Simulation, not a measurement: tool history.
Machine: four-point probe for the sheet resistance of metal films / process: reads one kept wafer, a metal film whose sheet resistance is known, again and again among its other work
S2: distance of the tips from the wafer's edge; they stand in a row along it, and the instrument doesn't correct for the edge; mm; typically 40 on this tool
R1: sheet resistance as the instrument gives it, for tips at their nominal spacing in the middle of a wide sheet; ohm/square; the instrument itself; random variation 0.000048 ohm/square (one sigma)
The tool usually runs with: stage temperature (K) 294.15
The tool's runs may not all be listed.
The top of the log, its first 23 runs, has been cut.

Run 24, hour 909.6: usual settings but stage temperature (K) 306.15. Result: R1 0.242201 ohm/square.
Run 25, hour 961.8: usual settings but stage temperature (K) 306.15. Result: R1 0.242193 ohm/square.
Run 26, hour 989.2: usual settings. Result: R1 0.241315 ohm/square.
At hour 1000.7: stage's thermometer calibrated.
Run 27, hour 1016.2: usual settings. Result: R1 0.241486 ohm/square.
Run 28, hour 1057.7: usual settings but stage temperature (K) 296.15, S2 47 mm. Result: R1 0.24164 ohm/square.
Run 29, hour 1098.7: usual settings but stage temperature (K) 296.15, S2 12 mm. Result: R1 0.241992 ohm/square.
Run 30, hour 1148.3: usual settings but stage temperature (K) 296.15. Result: R1 0.241659 ohm/square.
Run 31, hour 1179.8: usual settings but stage temperature (K) 296.15. Result: R1 0.241783 ohm/square.
Run 32, hour 1214: usual settings but stage temperature (K) 296.15, S2 3 mm. Result: R1 0.247434 ohm/square.
Run 33, hour 1245.4: usual settings but stage temperature (K) 305.15, S2 3 mm. Result: R1 0.248089 ohm/square.
Run 34, hour 1290.3: usual settings but stage temperature (K) 305.15, S2 3 mm. Result: R1 0.248116 ohm/square.
Run 35, hour 1342.8: usual settings but stage temperature (K) 305.15, S2 3 mm. Result: R1 0.248177 ohm/square.
Run 36, hour 1367.2: usual settings but stage temperature (K) 297.15, S2 38 mm. Result: R1 0.241967 ohm/square.
Run 37, hour 1391.9: usual settings but stage temperature (K) 301.15, S2 11 mm. Result: R1 0.242669 ohm/square.
Run 38, hour 1431.5: usual settings but stage temperature (K) 303.15, S2 13 mm. Result: R1 0.242736 ohm/square.
Run 39, hour 1473.2: usual settings but stage temperature (K) 298.15, S2 27 mm. Result: R1 0.242154 ohm/square.
Run 40, hour 1529.5: usual settings but stage temperature (K) 291.15, S2 7 mm. Result: R1 0.242774 ohm/square.
Run 41, hour 1577.5: usual settings but stage temperature (K) 296.15. Result: R1 0.242028 ohm/square.
Run 42, hour 1627.7: usual settings but stage temperature (K) 302.15, S2 3 mm. Result: R1 0.248204 ohm/square.
Run 43, hour 1674.5: usual settings but stage temperature (K) 302.15, S2 3 mm. Result: R1 0.248218 ohm/square.
Run 44, hour 1699.1: usual settings but stage temperature (K) 301.15, S2 8 mm. Result: R1 0.243347 ohm/square.
Run 45, hour 1745.1: usual settings but stage temperature (K) 304.15, S2 72 mm. Result: R1 0.242675 ohm/square.

What if the next run were any one of these 4? Each begins from the tool's condition after run 45:
Run A, hour 1772.4: usual settings but stage temperature (K) 306.15, S2 5 mm. Result: R1 ?.
Run B, hour 1772.4: usual settings but stage temperature (K) 298.15, S2 48 mm. Result: R1 ?.
Run C, hour 1772.4: usual settings but S2 16 mm. Result: R1 ?.
Run D, hour 1772.4: usual settings but stage temperature (K) 305.15, S2 69 mm. Result: R1 ?.

run        R1
  A  0.245043
  B  0.242314
  C  0.242233
  D  0.242659
Without the tool's unlogged condition, the same runs would have read:
run        R1
  A  0.242846
  B  0.240142
  C  0.240062
  D  0.240482
